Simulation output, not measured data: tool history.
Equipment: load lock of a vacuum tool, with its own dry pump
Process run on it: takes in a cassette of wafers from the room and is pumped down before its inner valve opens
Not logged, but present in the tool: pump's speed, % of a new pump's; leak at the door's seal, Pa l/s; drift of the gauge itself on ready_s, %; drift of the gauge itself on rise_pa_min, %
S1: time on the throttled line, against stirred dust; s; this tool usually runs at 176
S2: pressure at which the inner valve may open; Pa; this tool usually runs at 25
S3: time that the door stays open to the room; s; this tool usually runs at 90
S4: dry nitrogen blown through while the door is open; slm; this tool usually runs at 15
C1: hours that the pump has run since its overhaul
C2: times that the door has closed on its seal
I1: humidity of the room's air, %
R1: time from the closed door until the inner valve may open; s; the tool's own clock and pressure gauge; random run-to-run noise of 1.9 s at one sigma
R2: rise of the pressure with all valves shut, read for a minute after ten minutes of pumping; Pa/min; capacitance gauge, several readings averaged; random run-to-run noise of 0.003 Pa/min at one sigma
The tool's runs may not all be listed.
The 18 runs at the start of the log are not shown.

| run | hour | S1 | S2 | S3 | S4 | C1 | C2 | I1 | R1 | R2 |
|---|---|---|---|---|---|---|---|---|---|---|
| 19 | 4430 | 176 | 25 | 59 | 15 | 9553 | 9027 | 45.6 | 308.5 | 0.032 |
| 20 | 4781 | 176 | 25 | 59 | 15 | 9904 | 10672 | 41.9 | 312.3 | 0.027 |
| 21 | 5155 | 176 | 34 | 200 | 26 | 10278 | 12424 | 46.7 | 303.2 | 0.039 |
| 22 | 5418.7 | 176 | 34 | 200 | 26 | 10542 | 13659 | 42.8 | 302.9 | 0.035 |
| 23 | 5798.5 | 176 | 34 | 200 | 26 | 10922 | 15439 | 44.8 | 302.1 | 0.039 |
| 24 | 5982.6 | 176 | 29 | 41 | 13 | 11106 | 16301 | 47.2 | 302.8 | 0.028 |
| 25 | 6359.2 | 229 | 29 | 238 | 13 | 11482 | 18066 | 43.8 | 351 | 0.062 |
| 26 | 6531.9 | 229 | 29 | 238 | 13 | 11655 | 18875 | 40 | 346.2 | 0.054 |
| 27 | 6840.1 | 176 | 23 | 26 | 26 | 11963 | 20319 | 40 | 313.6 | 0.015 |
| 28 | 7030.5 | 176 | 23 | 26 | 26 | 12154 | 21211 | 43.8 | 311.5 | 0.017 |
| 29 | 7345.4 | 90 | 25 | 90 | 15 | 12469 | 22686 | 46.2 | 241.6 | 0.043 |
| 30 | 7583.7 | 90 | 25 | 90 | 15 | 12707 | 23803 | 44 | 241 | 0.037 |
| 31 | 7915.3 | 226 | 22 | 34 | 15 | 13038 | 25356 | 44.1 | 350.5 | 0.019 |
| 32 | 8163.5 | 226 | 22 | 34 | 15 | 13287 | 26519 | 46.8 | 351.8 | 0.025 |
| 33 | 8325.2 | 226 | 22 | 120 | 15 | 13448 | 27277 | 41 | 351.1 | 0.041 |
| 34 | 8635.2 | 96 | 25 | 37 | 15 | 13758 | 28729 | 43.7 | 249.7 | 0.033 |
| 35 | 8930.5 | 176 | 25 | 90 | 28 | 14054 | 30113 | 45.7 | 311.1 | 0.03 |
| 36 | 9250.6 | 176 | 35 | 30 | 28 | 14374 | 31612 | 44.1 | 301.8 | 0.014 |

Here are 3 independent what-if runs from the current tool condition. What would each one return?
| A | 9493 | 112 | 35 | 30 | 26 | 14616 | 32748 | 46.8 | ? | ? |
| B | 9493 | 118 | 35 | 30 | 28 | 14616 | 32748 | 43.2 | ? | ? |
| C | 9493 | 227 | 25 | 90 | 15 | 14616 | 32748 | 43.1 | ? | ? |

| run | R1 | R2 |
|---|---|---|
| A | 250.9 | 0.024 |
| B | 256.3 | 0.019 |
| C | 352.2 | 0.04 |
The same runs, with their run-to-run variation unchanged, on a tool lacking any hidden condition would have given:
| run | R1 | R2 |
|---|---|---|
| A | 250.8 | 0.023 |
| B | 256.3 | 0.018 |
| C | 352.1 | 0.039 |

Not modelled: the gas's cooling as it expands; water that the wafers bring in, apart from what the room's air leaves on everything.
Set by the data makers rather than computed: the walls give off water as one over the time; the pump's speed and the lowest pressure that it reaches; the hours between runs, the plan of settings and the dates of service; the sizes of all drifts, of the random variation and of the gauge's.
